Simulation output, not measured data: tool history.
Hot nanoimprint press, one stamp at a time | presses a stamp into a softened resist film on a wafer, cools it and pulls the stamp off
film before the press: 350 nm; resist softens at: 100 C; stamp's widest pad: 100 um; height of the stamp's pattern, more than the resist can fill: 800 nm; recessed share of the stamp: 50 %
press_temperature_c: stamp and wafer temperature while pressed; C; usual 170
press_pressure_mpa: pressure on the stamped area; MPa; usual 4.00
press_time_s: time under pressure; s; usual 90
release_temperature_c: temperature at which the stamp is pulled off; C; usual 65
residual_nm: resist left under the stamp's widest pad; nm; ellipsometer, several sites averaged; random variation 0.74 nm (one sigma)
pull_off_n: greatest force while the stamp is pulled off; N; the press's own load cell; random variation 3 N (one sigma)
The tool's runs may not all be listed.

| run | day | press_temperature_c | press_pressure_mpa | press_time_s | release_temperature_c | residual_nm | pull_off_n |
|---|---|---|---|---|---|---|---|
| 1 | 0.000 | 170 | 4.00 | 90 | 65 | 142.0 | 180 |
| 2 | 0.671 | 170 | 4.00 | 90 | 65 | 141.4 | 178 |
| 3 | 1.300 | 170 | 3.84 | 90 | 65 | 143.9 | 180 |
| 4 | 1.658 | 170 | 4.00 | 90 | 65 | 140.5 | 188 |
| 5 | 2.158 | 170 | 4.00 | 90 | 59 | 140.1 | 211 |
| 6 | 2.562 | 170 | 4.00 | 90 | 59 | 141.4 | 208 |
| 7 | 3.133 | 170 | 4.00 | 90 | 65 | 141.2 | 197 |
| 8 | 3.475 | 170 | 4.00 | 90 | 65 | 140.2 | 193 |
| 9 | 3.796 | 170 | 4.00 | 90 | 69 | 140.4 | 180 |
| 10 | 4.317 | 170 | 4.00 | 90 | 69 | 139.0 | 189 |
|  | 4.708 | stamp cleaned and given a new release coat |
| 11 | 5.096 | 170 | 4.00 | 90 | 65 | 140.2 | 139 |
| 12 | 5.671 | 170 | 4.00 | 90 | 65 | 138.2 | 152 |
| 13 | 6.321 | 170 | 4.00 | 90 | 65 | 139.3 | 153 |
| 14 | 6.671 | 170 | 2.89 | 90 | 61 | 162.8 | 161 |
| 15 | 6.975 | 170 | 2.89 | 90 | 61 | 162.5 | 157 |
| 16 | 7.467 | 170 | 2.89 | 90 | 61 | 161.0 | 167 |
| 17 | 8.054 | 170 | 3.55 | 112 | 61 | 134.4 | 167 |
| 18 | 8.412 | 170 | 3.55 | 112 | 61 | 134.8 | 173 |
| 19 | 8.921 | 170 | 2.80 | 107 | 60 | 153.5 | 174 |
| 20 | 9.258 | 170 | 3.10 | 90 | 52 | 156.3 | 195 |
| 21 | 9.858 | 168 | 3.26 | 51 | 54 | 202.4 | 196 |
| 22 | 10.304 | 160 | 5.70 | 144 | 72 | 156.7 | 155 |
| 23 | 10.821 | 160 | 5.70 | 144 | 72 | 156.1 | 156 |
| 24 | 11.150 | 170 | 4.84 | 90 | 65 | 124.8 | 171 |
| 25 | 11.729 | 170 | 4.00 | 53 | 62 | 166.5 | 183 |
| 26 | 12.058 | 170 | 4.00 | 53 | 62 | 169.5 | 195 |

Forecast each of these 3 alternatives for the next run:
| A | 12.550 | 170 | 4.21 | 53 | 53 | ? | ? |
| B | 12.550 | 161 | 5.42 | 90 | 55 | ? | ? |
| C | 12.550 | 182 | 4.00 | 96 | 51 | ? | ? |

| run | residual_nm | pull_off_n |
|---|---|---|
| A | 165.4 | 212 |
| B | 181.1 | 216 |
| C | 79.4 | 215 |
Without the tool's hidden state the same runs would have given:
| run | residual_nm | pull_off_n |
|---|---|---|
| A | 170.5 | 167 |
| B | 186.9 | 171 |
| C | 81.8 | 169 |
